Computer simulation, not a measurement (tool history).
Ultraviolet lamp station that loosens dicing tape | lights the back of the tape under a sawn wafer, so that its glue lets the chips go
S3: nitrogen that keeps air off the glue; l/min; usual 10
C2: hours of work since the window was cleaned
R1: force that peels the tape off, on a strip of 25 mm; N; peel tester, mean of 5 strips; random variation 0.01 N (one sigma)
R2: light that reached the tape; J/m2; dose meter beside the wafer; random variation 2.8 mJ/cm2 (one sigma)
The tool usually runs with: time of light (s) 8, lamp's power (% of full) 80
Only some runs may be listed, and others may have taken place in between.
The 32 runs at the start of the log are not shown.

{"run": 33, "hour": 2224.5, "time of light (s)": 7, "lamp's power (% of full)": 83, "S3": 12, "hours of work of the lamp": 193, "C2": 157, "R1": 0.487, "R2": 3460}
{"run": 34, "hour": 2310.7, "time of light (s)": 11, "lamp's power (% of full)": 80, "S3": 8, "hours of work of the lamp": 233, "C2": 197, "R1": 0.278, "R2": 5230}
{"run": 35, "hour": 2355.3, "time of light (s)": 12, "lamp's power (% of full)": 66, "S3": 9, "hours of work of the lamp": 254, "C2": 218, "R1": 0.32, "R2": 4720}
{"run": 36, "hour": 2437.2, "time of light (s)": 8, "lamp's power (% of full)": 97, "S3": 10, "hours of work of the lamp": 292, "C2": 256, "R1": 0.328, "R2": 4660}
{"run": 37, "hour": 2524.3, "time of light (s)": 8, "lamp's power (% of full)": 97, "S3": 10, "hours of work of the lamp": 333, "C2": 297, "R1": 0.323, "R2": 4670}
{"run": 38, "hour": 2592.1, "time of light (s)": 8, "lamp's power (% of full)": 61, "S3": 10, "hours of work of the lamp": 365, "C2": 329, "R1": 0.765, "R2": 2940}
{"run": 39, "hour": 2662.2, "time of light (s)": 8, "lamp's power (% of full)": 61, "S3": 10, "hours of work of the lamp": 397, "C2": 361, "R1": 0.786, "R2": 2860}
{"run": 40, "hour": 2743.1, "time of light (s)": 8, "lamp's power (% of full)": 61, "S3": 10, "hours of work of the lamp": 435, "C2": 399, "R1": 0.73, "R2": 2900}
{"run": 41, "hour": 2792.3, "time of light (s)": 4, "lamp's power (% of full)": 100, "S3": 4, "hours of work of the lamp": 458, "C2": 422, "R1": 1.719, "R2": 2420}
{"run": 42, "hour": 2837.1, "time of light (s)": 11, "lamp's power (% of full)": 80, "S3": 19, "hours of work of the lamp": 479, "C2": 443, "R1": 0.232, "R2": 5260}
{"run": 43, "hour": 2917.3, "time of light (s)": 11, "lamp's power (% of full)": 80, "S3": 19, "hours of work of the lamp": 516, "C2": 480, "R1": 0.236, "R2": 5230}

Predict each of these 3 candidate next runs independently; none follows another, all start after run 43:
{"run": "A", "hour": 2970.3, "time of light (s)": 5, "lamp's power (% of full)": 77, "S3": 4, "hours of work of the lamp": 541, "C2": 505, "R1": "?", "R2": "?"}
{"run": "B", "hour": 2970.3, "time of light (s)": 4, "lamp's power (% of full)": 81, "S3": 4, "hours of work of the lamp": 541, "C2": 505, "R1": "?", "R2": "?"}
{"run": "C", "hour": 2970.3, "time of light (s)": 11, "lamp's power (% of full)": 80, "S3": 16, "hours of work of the lamp": 541, "C2": 505, "R1": "?", "R2": "?"}

run=A R1=1.885 R2=2280
run=B R1=2.294 R2=1910
run=C R1=0.241 R2=5250
The same runs, with their run-to-run variation unchanged, on a tool lacking any hidden condition would have given:
run=A R1=1.879 R2=2290
run=B R1=2.288 R2=1910
run=C R1=0.240 R2=5260
